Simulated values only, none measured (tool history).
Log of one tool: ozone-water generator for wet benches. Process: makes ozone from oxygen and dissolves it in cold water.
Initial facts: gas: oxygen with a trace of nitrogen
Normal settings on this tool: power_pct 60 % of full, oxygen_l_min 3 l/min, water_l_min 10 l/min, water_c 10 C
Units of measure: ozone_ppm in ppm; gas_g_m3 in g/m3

run 1 hour=0 | power_pct=60 oxygen_l_min=3 water_l_min=10 water_c=10 | ozone_ppm=23.6 gas_g_m3=187
run 2 hour=130.8 | power_pct=60 oxygen_l_min=3 water_l_min=10 water_c=10 | ozone_ppm=23.6 gas_g_m3=186.3
run 3 hour=252.1 | power_pct=60 oxygen_l_min=3 water_l_min=10 water_c=10 | ozone_ppm=23.6 gas_g_m3=186.3
run 4 hour=326.7 | power_pct=60 oxygen_l_min=3 water_l_min=10 water_c=10 | ozone_ppm=23.6 gas_g_m3=186.8
run 5 hour=422.9 | power_pct=60 oxygen_l_min=3 water_l_min=10 water_c=10 | ozone_ppm=23.6 gas_g_m3=185
run 6 hour=579.9 | power_pct=60 oxygen_l_min=3 water_l_min=10 water_c=10 | ozone_ppm=23.7 gas_g_m3=185.9
run 7 hour=685.3 | power_pct=60 oxygen_l_min=2.47 water_l_min=10 water_c=10 | ozone_ppm=23.5 gas_g_m3=209.4
run 8 hour=803.6 | power_pct=60 oxygen_l_min=2.47 water_l_min=10 water_c=10 | ozone_ppm=23.5 gas_g_m3=208.4
run 9 hour=936.3 | power_pct=60 oxygen_l_min=2.47 water_l_min=10 water_c=10 | ozone_ppm=23.3 gas_g_m3=206.7
-- hour=945.6 water thermometer calibrated
run 10 hour=1023.1 | power_pct=60 oxygen_l_min=2.47 water_l_min=10 water_c=10 | ozone_ppm=23.4 gas_g_m3=206
run 11 hour=1145.7 | power_pct=60 oxygen_l_min=2.47 water_l_min=10 water_c=10 | ozone_ppm=23.2 gas_g_m3=206.5
run 12 hour=1294.6 | power_pct=60 oxygen_l_min=2.47 water_l_min=10 water_c=10 | ozone_ppm=23.1 gas_g_m3=205.9
run 13 hour=1461 | power_pct=60 oxygen_l_min=2.47 water_l_min=10 water_c=10 | ozone_ppm=23.4 gas_g_m3=201.1
run 14 hour=1554.5 | power_pct=60 oxygen_l_min=3.87 water_l_min=10 water_c=10 | ozone_ppm=22.5 gas_g_m3=154.1
run 15 hour=1693.4 | power_pct=60 oxygen_l_min=3.87 water_l_min=10 water_c=10 | ozone_ppm=22.7 gas_g_m3=153
run 16 hour=1778.2 | power_pct=60 oxygen_l_min=3.87 water_l_min=10 water_c=10 | ozone_ppm=22.1 gas_g_m3=153.8
-- hour=1800.3 water thermometer calibrated, once more
run 17 hour=1939.3 | power_pct=60 oxygen_l_min=3.87 water_l_min=10 water_c=10 | ozone_ppm=22.1 gas_g_m3=151.3
run 18 hour=2077.8 | power_pct=56 oxygen_l_min=1.93 water_l_min=11 water_c=13 | ozone_ppm=18.9 gas_g_m3=226
run 19 hour=2228 | power_pct=82 oxygen_l_min=3.85 water_l_min=11 water_c=13 | ozone_ppm=23 gas_g_m3=182.6
run 20 hour=2304.9 | power_pct=82 oxygen_l_min=3.85 water_l_min=11 water_c=13 | ozone_ppm=22.9 gas_g_m3=183
run 21 hour=2471.7 | power_pct=82 oxygen_l_min=1.66 water_l_min=12 water_c=13 | ozone_ppm=20.9 gas_g_m3=309.6
run 22 hour=2629 | power_pct=82 oxygen_l_min=1.66 water_l_min=12 water_c=13 | ozone_ppm=20.9 gas_g_m3=304
run 23 hour=2741.7 | power_pct=55 oxygen_l_min=2.21 water_l_min=13 water_c=5 | ozone_ppm=16.3 gas_g_m3=203.3
run 24 hour=2881.2 | power_pct=60 oxygen_l_min=3 water_l_min=8 water_c=10 | ozone_ppm=27.3 gas_g_m3=175.3
run 25 hour=2977.9 | power_pct=47 oxygen_l_min=1.51 water_l_min=8 water_c=12 | ozone_ppm=23.1 gas_g_m3=234.2
run 26 hour=3108.8 | power_pct=47 oxygen_l_min=1.51 water_l_min=6 water_c=12 | ozone_ppm=30.3 gas_g_m3=233.5
-- hour=3231.2 contactor cleaned
run 27 hour=3240.5 | power_pct=64 oxygen_l_min=2.41 water_l_min=10 water_c=10 | ozone_ppm=23.6 gas_g_m3=207.8
run 28 hour=3309.3 | power_pct=64 oxygen_l_min=2.41 water_l_min=10 water_c=10 | ozone_ppm=23.4 gas_g_m3=206.2
run 29 hour=3378.2 | power_pct=60 oxygen_l_min=3.44 water_l_min=12 water_c=10 | ozone_ppm=18.5 gas_g_m3=159.6
run 30 hour=3506.9 | power_pct=93 oxygen_l_min=4.08 water_l_min=9 water_c=12 | ozone_ppm=29.7 gas_g_m3=182.2
run 31 hour=3607.7 | power_pct=93 oxygen_l_min=4.08 water_l_min=9 water_c=12 | ozone_ppm=29.4 gas_g_m3=181.9
run 32 hour=3739.4 | power_pct=96 oxygen_l_min=3 water_l_min=9 water_c=10 | ozone_ppm=32 gas_g_m3=224.5
run 33 hour=3883.7 | power_pct=53 oxygen_l_min=4.74 water_l_min=10 water_c=8 | ozone_ppm=20.4 gas_g_m3=119.3
run 34 hour=3955.4 | power_pct=53 oxygen_l_min=4.74 water_l_min=6 water_c=11 | ozone_ppm=27.4 gas_g_m3=119.7

3 ways to go on from here, each from the tool as it stands after run 34. What would each give?
run A hour=4080.1 | power_pct=60 oxygen_l_min=2.52 water_l_min=10 water_c=5 | ozone_ppm=? gas_g_m3=?
run B hour=4080.1 | power_pct=55 oxygen_l_min=4.74 water_l_min=8 water_c=9 | ozone_ppm=? gas_g_m3=?
run C hour=4080.1 | power_pct=70 oxygen_l_min=4.74 water_l_min=6 water_c=16 | ozone_ppm=? gas_g_m3=?

run=A ozone_ppm=23.5 gas_g_m3=190.5
run=B ozone_ppm=24.2 gas_g_m3=121.2
run=C ozone_ppm=29.1 gas_g_m3=139.2
Without the tool's hidden state the same runs would have given:
run=A ozone_ppm=27.4 gas_g_m3=220.1
run=B ozone_ppm=27.8 gas_g_m3=139
run=C ozone_ppm=34.2 gas_g_m3=163.3

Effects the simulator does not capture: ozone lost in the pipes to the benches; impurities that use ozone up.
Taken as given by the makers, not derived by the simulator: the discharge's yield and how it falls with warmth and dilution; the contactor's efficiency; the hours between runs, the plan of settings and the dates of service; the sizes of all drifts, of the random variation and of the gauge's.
